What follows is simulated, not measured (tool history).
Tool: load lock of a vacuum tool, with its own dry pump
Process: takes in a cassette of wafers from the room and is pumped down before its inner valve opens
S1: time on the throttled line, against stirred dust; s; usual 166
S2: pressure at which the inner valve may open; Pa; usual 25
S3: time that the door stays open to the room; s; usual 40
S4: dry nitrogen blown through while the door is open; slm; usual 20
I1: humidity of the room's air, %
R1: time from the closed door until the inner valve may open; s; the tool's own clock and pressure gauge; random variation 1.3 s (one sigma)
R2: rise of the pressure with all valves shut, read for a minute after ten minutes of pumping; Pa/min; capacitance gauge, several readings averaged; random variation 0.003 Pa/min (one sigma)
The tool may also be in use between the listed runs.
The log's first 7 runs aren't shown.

{"run": 8, "hour": 767.9, "S1": 166, "S2": 25, "S3": 40, "S4": 20, "I1": 44.1, "R1": 218.6, "R2": 0.03}
{"run": 9, "hour": 843.6, "S1": 166, "S2": 25, "S3": 40, "S4": 20, "I1": 45.4, "R1": 218.6, "R2": 0.024}
{"run": 10, "hour": 982.0, "S1": 166, "S2": 25, "S3": 40, "S4": 20, "I1": 43.6, "R1": 214.8, "R2": 0.023}
{"run": 11, "hour": 1072.9, "S1": 166, "S2": 25, "S3": 40, "S4": 20, "I1": 45.2, "R1": 216.5, "R2": 0.03}
{"hour": 1197.6, "done": "door's seal changed, seat wiped"}
{"run": 12, "hour": 1201.9, "S1": 166, "S2": 25, "S3": 40, "S4": 20, "I1": 43.8, "R1": 217.1, "R2": 0.027}
{"run": 13, "hour": 1314.2, "S1": 166, "S2": 25, "S3": 40, "S4": 20, "I1": 45.7, "R1": 214.8, "R2": 0.027}
{"run": 14, "hour": 1430.1, "S1": 166, "S2": 25, "S3": 40, "S4": 20, "I1": 43.4, "R1": 216.1, "R2": 0.022}
{"run": 15, "hour": 1575.9, "S1": 166, "S2": 25, "S3": 40, "S4": 20, "I1": 46.9, "R1": 214.6, "R2": 0.024}
{"run": 16, "hour": 1735.0, "S1": 166, "S2": 25, "S3": 40, "S4": 20, "I1": 45, "R1": 216.4, "R2": 0.022}
{"run": 17, "hour": 1901.4, "S1": 166, "S2": 25, "S3": 40, "S4": 20, "I1": 43.8, "R1": 215.5, "R2": 0.024}
{"run": 18, "hour": 2013.4, "S1": 166, "S2": 25, "S3": 40, "S4": 20, "I1": 45.2, "R1": 215.6, "R2": 0.019}
{"run": 19, "hour": 2145.9, "S1": 229, "S2": 33, "S3": 157, "S4": 35, "I1": 43.9, "R1": 270.4, "R2": 0.047}
{"run": 20, "hour": 2248.7, "S1": 166, "S2": 25, "S3": 138, "S4": 36, "I1": 44.7, "R1": 216.5, "R2": 0.031}
{"run": 21, "hour": 2394.3, "S1": 166, "S2": 21, "S3": 40, "S4": 20, "I1": 44.7, "R1": 217.4, "R2": 0.021}
{"run": 22, "hour": 2561.8, "S1": 166, "S2": 21, "S3": 40, "S4": 20, "I1": 44.6, "R1": 217.9, "R2": 0.026}
{"run": 23, "hour": 2643.5, "S1": 166, "S2": 21, "S3": 40, "S4": 20, "I1": 45.1, "R1": 219.9, "R2": 0.022}
{"run": 24, "hour": 2793.4, "S1": 166, "S2": 25, "S3": 127, "S4": 20, "I1": 47.2, "R1": 216.6, "R2": 0.06}
{"run": 25, "hour": 2888.6, "S1": 166, "S2": 39, "S3": 128, "S4": 20, "I1": 42.7, "R1": 213.6, "R2": 0.048}
{"run": 26, "hour": 3012.2, "S1": 130, "S2": 19, "S3": 99, "S4": 13, "I1": 42.1, "R1": 187.8, "R2": 0.051}
{"run": 27, "hour": 3130.8, "S1": 130, "S2": 19, "S3": 99, "S4": 13, "I1": 46.6, "R1": 188.5, "R2": 0.05}
{"run": 28, "hour": 3266.5, "S1": 86, "S2": 19, "S3": 77, "S4": 7, "I1": 43.6, "R1": 150.9, "R2": 0.049}
{"run": 29, "hour": 3433.6, "S1": 166, "S2": 30, "S3": 141, "S4": 18, "I1": 44.5, "R1": 214.1, "R2": 0.063}
{"run": 30, "hour": 3562.7, "S1": 166, "S2": 30, "S3": 141, "S4": 18, "I1": 47.3, "R1": 216.1, "R2": 0.062}
{"run": 31, "hour": 3705.8, "S1": 107, "S2": 25, "S3": 40, "S4": 20, "I1": 43.3, "R1": 165.1, "R2": 0.022}

4 ways to go on from here, each from the tool as it stands after run 31. What would each give?
{"run": "A", "hour": 3775.6, "S1": 171, "S2": 30, "S3": 25, "S4": 20, "I1": 43.8, "R1": "?", "R2": "?"}
{"run": "B", "hour": 3775.6, "S1": 166, "S2": 26, "S3": 168, "S4": 20, "I1": 46.2, "R1": "?", "R2": "?"}
{"run": "C", "hour": 3775.6, "S1": 151, "S2": 34, "S3": 74, "S4": 20, "I1": 41.7, "R1": "?", "R2": "?"}
{"run": "D", "hour": 3775.6, "S1": 127, "S2": 25, "S3": 40, "S4": 20, "I1": 42.3, "R1": "?", "R2": "?"}

run=A R1=218.8 R2=0.019
run=B R1=218.6 R2=0.061
run=C R1=199.5 R2=0.027
run=D R1=182.7 R2=0.023
Without the tool's hidden state the same runs would have given:
run=A R1=218.8 R2=0.019
run=B R1=218.6 R2=0.061
run=C R1=199.4 R2=0.027
run=D R1=182.6 R2=0.023
